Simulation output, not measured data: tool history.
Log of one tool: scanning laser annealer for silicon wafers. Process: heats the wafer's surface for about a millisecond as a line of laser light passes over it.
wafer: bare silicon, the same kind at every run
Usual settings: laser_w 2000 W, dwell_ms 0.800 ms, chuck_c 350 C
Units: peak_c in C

{"run": 1, "day": 0.0, "laser_w": 2000, "dwell_ms": 0.8, "chuck_c": 350, "peak_c": 1142}
{"run": 2, "day": 0.592, "laser_w": 2000, "dwell_ms": 0.8, "chuck_c": 353, "peak_c": 1151}
{"run": 3, "day": 1.654, "laser_w": 2000, "dwell_ms": 0.8, "chuck_c": 313, "peak_c": 1105}
{"run": 4, "day": 2.412, "laser_w": 2000, "dwell_ms": 0.8, "chuck_c": 313, "peak_c": 1100}
{"run": 5, "day": 3.146, "laser_w": 2000, "dwell_ms": 0.8, "chuck_c": 350, "peak_c": 1142}
{"run": 6, "day": 4.488, "laser_w": 2000, "dwell_ms": 0.8, "chuck_c": 350, "peak_c": 1136}
{"run": 7, "day": 5.608, "laser_w": 2080, "dwell_ms": 0.753, "chuck_c": 350, "peak_c": 1155}
{"run": 8, "day": 6.225, "laser_w": 2000, "dwell_ms": 0.616, "chuck_c": 350, "peak_c": 1039}
{"run": 9, "day": 6.938, "laser_w": 2000, "dwell_ms": 0.639, "chuck_c": 350, "peak_c": 1051}
{"run": 10, "day": 7.567, "laser_w": 1770, "dwell_ms": 0.844, "chuck_c": 350, "peak_c": 1039}
{"run": 11, "day": 8.733, "laser_w": 1767, "dwell_ms": 0.8, "chuck_c": 330, "peak_c": 1000}

3 ways to go on from here, each from the tool as it stands after run 11. What would each give?
{"run": "A", "day": 10.088, "laser_w": 1861, "dwell_ms": 0.663, "chuck_c": 374, "peak_c": "?"}
{"run": "B", "day": 10.088, "laser_w": 2165, "dwell_ms": 0.8, "chuck_c": 329, "peak_c": "?"}
{"run": "C", "day": 10.088, "laser_w": 1767, "dwell_ms": 0.996, "chuck_c": 330, "peak_c": "?"}

run=A peak_c=1027
run=B peak_c=1193
run=C peak_c=1073
Without the tool's hidden state the same runs would have given:
run=A peak_c=1070
run=B peak_c=1251
run=C peak_c=1122
